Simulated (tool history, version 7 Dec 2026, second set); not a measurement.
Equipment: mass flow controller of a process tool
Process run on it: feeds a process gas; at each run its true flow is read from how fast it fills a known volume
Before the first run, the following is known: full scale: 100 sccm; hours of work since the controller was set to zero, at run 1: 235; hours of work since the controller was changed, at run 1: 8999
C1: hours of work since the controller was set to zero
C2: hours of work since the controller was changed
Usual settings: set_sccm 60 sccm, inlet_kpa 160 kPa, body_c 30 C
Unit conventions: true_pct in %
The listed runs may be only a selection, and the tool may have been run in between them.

{"run": 1, "hour": 0.0, "set_sccm": 60, "inlet_kpa": 160, "body_c": 30, "C1": 235, "C2": 8999, "true_pct": 100.64}
{"run": 2, "hour": 376.2, "set_sccm": 60, "inlet_kpa": 160, "body_c": 30, "C1": 402, "C2": 9166, "true_pct": 100.87}
{"hour": 550.7, "done": "controller exchanged for a calibrated one"}
{"run": 3, "hour": 681.6, "set_sccm": 60, "inlet_kpa": 160, "body_c": 30, "C1": 58, "C2": 58, "true_pct": 99.54}
{"run": 4, "hour": 1105.6, "set_sccm": 86, "inlet_kpa": 160, "body_c": 30, "C1": 246, "C2": 246, "true_pct": 99.98}
{"run": 5, "hour": 1398.4, "set_sccm": 86, "inlet_kpa": 160, "body_c": 30, "C1": 376, "C2": 376, "true_pct": 99.87}
{"run": 6, "hour": 1704.4, "set_sccm": 60, "inlet_kpa": 160, "body_c": 30, "C1": 512, "C2": 512, "true_pct": 99.56}
{"run": 7, "hour": 2160.6, "set_sccm": 60, "inlet_kpa": 160, "body_c": 25, "C1": 715, "C2": 715, "true_pct": 99.26}
{"run": 8, "hour": 2417.3, "set_sccm": 60, "inlet_kpa": 160, "body_c": 25, "C1": 829, "C2": 829, "true_pct": 99.24}
{"run": 9, "hour": 2904.6, "set_sccm": 60, "inlet_kpa": 160, "body_c": 25, "C1": 1045, "C2": 1045, "true_pct": 99.28}
{"run": 10, "hour": 3318.5, "set_sccm": 60, "inlet_kpa": 160, "body_c": 30, "C1": 1229, "C2": 1229, "true_pct": 99.72}
{"run": 11, "hour": 3702.9, "set_sccm": 60, "inlet_kpa": 160, "body_c": 30, "C1": 1399, "C2": 1399, "true_pct": 99.45}
{"run": 12, "hour": 4111.8, "set_sccm": 60, "inlet_kpa": 160, "body_c": 27, "C1": 1581, "C2": 1581, "true_pct": 99.44}
{"run": 13, "hour": 4624.5, "set_sccm": 60, "inlet_kpa": 160, "body_c": 27, "C1": 1808, "C2": 1808, "true_pct": 99.36}
{"run": 14, "hour": 5075.4, "set_sccm": 60, "inlet_kpa": 160, "body_c": 30, "C1": 2008, "C2": 2008, "true_pct": 99.57}
{"run": 15, "hour": 5388.4, "set_sccm": 60, "inlet_kpa": 160, "body_c": 30, "C1": 2147, "C2": 2147, "true_pct": 99.61}
{"run": 16, "hour": 5692.0, "set_sccm": 60, "inlet_kpa": 160, "body_c": 30, "C1": 2282, "C2": 2282, "true_pct": 99.6}
{"run": 17, "hour": 5910.4, "set_sccm": 60, "inlet_kpa": 160, "body_c": 30, "C1": 2379, "C2": 2379, "true_pct": 99.47}
{"run": 18, "hour": 6341.1, "set_sccm": 60, "inlet_kpa": 160, "body_c": 30, "C1": 2570, "C2": 2570, "true_pct": 99.5}
{"run": 19, "hour": 6655.6, "set_sccm": 60, "inlet_kpa": 160, "body_c": 30, "C1": 2710, "C2": 2710, "true_pct": 99.57}
{"run": 20, "hour": 7125.8, "set_sccm": 60, "inlet_kpa": 160, "body_c": 30, "C1": 2919, "C2": 2919, "true_pct": 99.57}
{"run": 21, "hour": 7344.1, "set_sccm": 60, "inlet_kpa": 160, "body_c": 30, "C1": 3016, "C2": 3016, "true_pct": 99.58}
{"run": 22, "hour": 7760.8, "set_sccm": 60, "inlet_kpa": 214, "body_c": 21, "C1": 3201, "C2": 3201, "true_pct": 99.3}
{"run": 23, "hour": 8158.5, "set_sccm": 33, "inlet_kpa": 203, "body_c": 30, "C1": 3377, "C2": 3377, "true_pct": 98.97}
{"hour": 8206.6, "done": "controller's zero set anew"}
{"run": 24, "hour": 8477.9, "set_sccm": 51, "inlet_kpa": 185, "body_c": 34, "C1": 120, "C2": 3519, "true_pct": 99.39}
{"run": 25, "hour": 8753.0, "set_sccm": 34, "inlet_kpa": 184, "body_c": 21, "C1": 243, "C2": 3641, "true_pct": 97.61}
{"hour": 9131.9, "done": "controller's zero set anew, once more"}
{"run": 26, "hour": 9131.9, "set_sccm": 34, "inlet_kpa": 184, "body_c": 21, "C1": 0, "C2": 3809, "true_pct": 99.27}
{"run": 27, "hour": 9343.6, "set_sccm": 60, "inlet_kpa": 168, "body_c": 34, "C1": 94, "C2": 3903, "true_pct": 100.52}
{"run": 28, "hour": 9837.9, "set_sccm": 60, "inlet_kpa": 236, "body_c": 23, "C1": 313, "C2": 4122, "true_pct": 99.95}
{"run": 29, "hour": 10231.5, "set_sccm": 60, "inlet_kpa": 236, "body_c": 20, "C1": 488, "C2": 4297, "true_pct": 99.82}
{"run": 30, "hour": 10632.8, "set_sccm": 16, "inlet_kpa": 142, "body_c": 20, "C1": 666, "C2": 4475, "true_pct": 98.46}
{"run": 31, "hour": 10932.6, "set_sccm": 60, "inlet_kpa": 182, "body_c": 25, "C1": 799, "C2": 4608, "true_pct": 99.88}
{"run": 32, "hour": 11312.4, "set_sccm": 66, "inlet_kpa": 183, "body_c": 25, "C1": 968, "C2": 4777, "true_pct": 100.05}
{"run": 33, "hour": 11656.6, "set_sccm": 60, "inlet_kpa": 159, "body_c": 25, "C1": 1121, "C2": 4929, "true_pct": 99.74}
{"run": 34, "hour": 11877.2, "set_sccm": 60, "inlet_kpa": 159, "body_c": 25, "C1": 1219, "C2": 5027, "true_pct": 99.83}
{"run": 35, "hour": 12127.5, "set_sccm": 20, "inlet_kpa": 160, "body_c": 22, "C1": 1330, "C2": 5138, "true_pct": 98.58}
{"run": 36, "hour": 12453.8, "set_sccm": 63, "inlet_kpa": 155, "body_c": 25, "C1": 1475, "C2": 5283, "true_pct": 99.69}
{"run": 37, "hour": 12832.5, "set_sccm": 29, "inlet_kpa": 148, "body_c": 35, "C1": 1643, "C2": 5451, "true_pct": 99.57}
{"run": 38, "hour": 13241.4, "set_sccm": 29, "inlet_kpa": 148, "body_c": 35, "C1": 1824, "C2": 5633, "true_pct": 99.55}
{"run": 39, "hour": 13736.1, "set_sccm": 29, "inlet_kpa": 148, "body_c": 20, "C1": 2044, "C2": 5853, "true_pct": 98.48}
{"run": 40, "hour": 14249.9, "set_sccm": 29, "inlet_kpa": 171, "body_c": 20, "C1": 2272, "C2": 6081, "true_pct": 98.63}
{"run": 41, "hour": 14574.2, "set_sccm": 31, "inlet_kpa": 170, "body_c": 29, "C1": 2416, "C2": 6225, "true_pct": 99.37}
{"run": 42, "hour": 14821.9, "set_sccm": 30, "inlet_kpa": 240, "body_c": 36, "C1": 2526, "C2": 6334, "true_pct": 100.13}

Branching from run 42: 5 alternative next runs. What would each branch give?
{"run": "A", "hour": 15094.3, "set_sccm": 13, "inlet_kpa": 196, "body_c": 20, "C1": 2647, "C2": 6455, "true_pct": "?"}
{"run": "B", "hour": 15094.3, "set_sccm": 60, "inlet_kpa": 202, "body_c": 20, "C1": 2647, "C2": 6455, "true_pct": "?"}
{"run": "C", "hour": 15094.3, "set_sccm": 30, "inlet_kpa": 142, "body_c": 33, "C1": 2647, "C2": 6455, "true_pct": "?"}
{"run": "D", "hour": 15094.3, "set_sccm": 15, "inlet_kpa": 240, "body_c": 35, "C1": 2647, "C2": 6455, "true_pct": "?"}
{"run": "E", "hour": 15094.3, "set_sccm": 29, "inlet_kpa": 240, "body_c": 36, "C1": 2647, "C2": 6455, "true_pct": "?"}

run=A true_pct=97.57
run=B true_pct=99.55
run=C true_pct=99.26
run=D true_pct=99.11
run=E true_pct=99.96
Had the tool no hidden state, the same runs would have come out as:
run=A true_pct=98.66
run=B true_pct=99.14
run=C true_pct=99.26
run=D true_pct=99.94
run=E true_pct=99.99
